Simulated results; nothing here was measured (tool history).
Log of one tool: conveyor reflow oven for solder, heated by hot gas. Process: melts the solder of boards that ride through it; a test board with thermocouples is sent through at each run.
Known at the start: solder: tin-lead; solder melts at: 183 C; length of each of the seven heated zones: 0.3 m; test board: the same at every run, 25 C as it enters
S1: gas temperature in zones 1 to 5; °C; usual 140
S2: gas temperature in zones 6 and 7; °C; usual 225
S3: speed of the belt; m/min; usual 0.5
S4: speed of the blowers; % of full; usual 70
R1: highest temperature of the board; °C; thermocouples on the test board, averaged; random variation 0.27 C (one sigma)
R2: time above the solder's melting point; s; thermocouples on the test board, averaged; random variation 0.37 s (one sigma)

run 1 day=0 | S1=140 S2=225 S3=0.5 S4=70 | R1=212 R2=51.7
run 2 day=0.629 | S1=140 S2=226 S3=0.5 S4=70 | R1=212.6 R2=52.3
run 3 day=1.271 | S1=140 S2=226 S3=0.5 S4=70 | R1=213.2 R2=52.4
run 4 day=2.1 | S1=140 S2=226 S3=0.5 S4=70 | R1=213 R2=51.6
run 5 day=2.879 | S1=140 S2=226 S3=0.578 S4=70 | R1=208.2 R2=41
run 6 day=3.883 | S1=136 S2=226 S3=0.578 S4=70 | R1=207.6 R2=39
run 7 day=4.417 | S1=136 S2=226 S3=0.578 S4=70 | R1=207.4 R2=38.3
run 8 day=5.362 | S1=136 S2=226 S3=0.578 S4=72 | R1=207.4 R2=38.8
run 9 day=6.412 | S1=136 S2=226 S3=0.578 S4=72 | R1=207.2 R2=38.5
run 10 day=7.05 | S1=136 S2=226 S3=0.578 S4=72 | R1=207.8 R2=38.7
run 11 day=8.008 | S1=136 S2=226 S3=0.578 S4=72 | R1=207 R2=38.4
run 12 day=8.733 | S1=136 S2=226 S3=0.578 S4=72 | R1=207.5 R2=38.3
run 13 day=9.25 | S1=140 S2=231 S3=0.5 S4=70 | R1=216.3 R2=55.3
-- day=9.546 flux residue cleaned out of gas plates and filters
run 14 day=10.371 | S1=140 S2=231 S3=0.5 S4=70 | R1=214.5 R2=53.2
run 15 day=11.296 | S1=140 S2=231 S3=0.5 S4=70 | R1=214.2 R2=53
run 16 day=11.858 | S1=140 S2=231 S3=0.458 S4=70 | R1=217 R2=60.8
run 17 day=12.896 | S1=140 S2=236 S3=0.5 S4=70 | R1=218.8 R2=56.4
-- day=13.246 flux residue cleaned out of gas plates and filters, once more
run 18 day=13.946 | S1=140 S2=224 S3=0.516 S4=70 | R1=212.3 R2=50.8
run 19 day=14.458 | S1=140 S2=220 S3=0.516 S4=70 | R1=208.6 R2=47.7
run 20 day=15.133 | S1=140 S2=220 S3=0.516 S4=71 | R1=208.9 R2=47.9
run 21 day=16.212 | S1=140 S2=222 S3=0.408 S4=71 | R1=215.2 R2=70.2
run 22 day=16.704 | S1=140 S2=222 S3=0.408 S4=71 | R1=216.2 R2=69.8
run 23 day=17.767 | S1=140 S2=225 S3=0.5 S4=66 | R1=213 R2=52.3
run 24 day=18.508 | S1=149 S2=235 S3=0.483 S4=74 | R1=225.3 R2=67
run 25 day=19.592 | S1=149 S2=235 S3=0.483 S4=74 | R1=225.2 R2=67
run 26 day=20.404 | S1=134 S2=225 S3=0.5 S4=70 | R1=212.5 R2=50.8
run 27 day=21.233 | S1=134 S2=225 S3=0.5 S4=70 | R1=212.1 R2=50.5
run 28 day=22.112 | S1=144 S2=225 S3=0.5 S4=78 | R1=215.2 R2=56.5
run 29 day=23.15 | S1=138 S2=228 S3=0.471 S4=70 | R1=217.1 R2=59.2
run 30 day=23.612 | S1=130 S2=225 S3=0.5 S4=55 | R1=207.5 R2=43.1

3 ways to go on from here, each from the tool as it stands after run 30. What would each give?
run A day=24.083 | S1=140 S2=230 S3=0.5 S4=70 | R1=? R2=?
run B day=24.083 | S1=138 S2=235 S3=0.5 S4=70 | R1=? R2=?
run C day=24.083 | S1=130 S2=225 S3=0.427 S4=83 | R1=? R2=?

run=A R1=217.7 R2=57.4
run=B R1=221.8 R2=59.3
run=C R1=217.7 R2=64.8
Without the tool's hidden state the same runs would have given:
run=A R1=217.2 R2=55.8
run=B R1=221.2 R2=57.6
run=C R1=217 R2=63.1

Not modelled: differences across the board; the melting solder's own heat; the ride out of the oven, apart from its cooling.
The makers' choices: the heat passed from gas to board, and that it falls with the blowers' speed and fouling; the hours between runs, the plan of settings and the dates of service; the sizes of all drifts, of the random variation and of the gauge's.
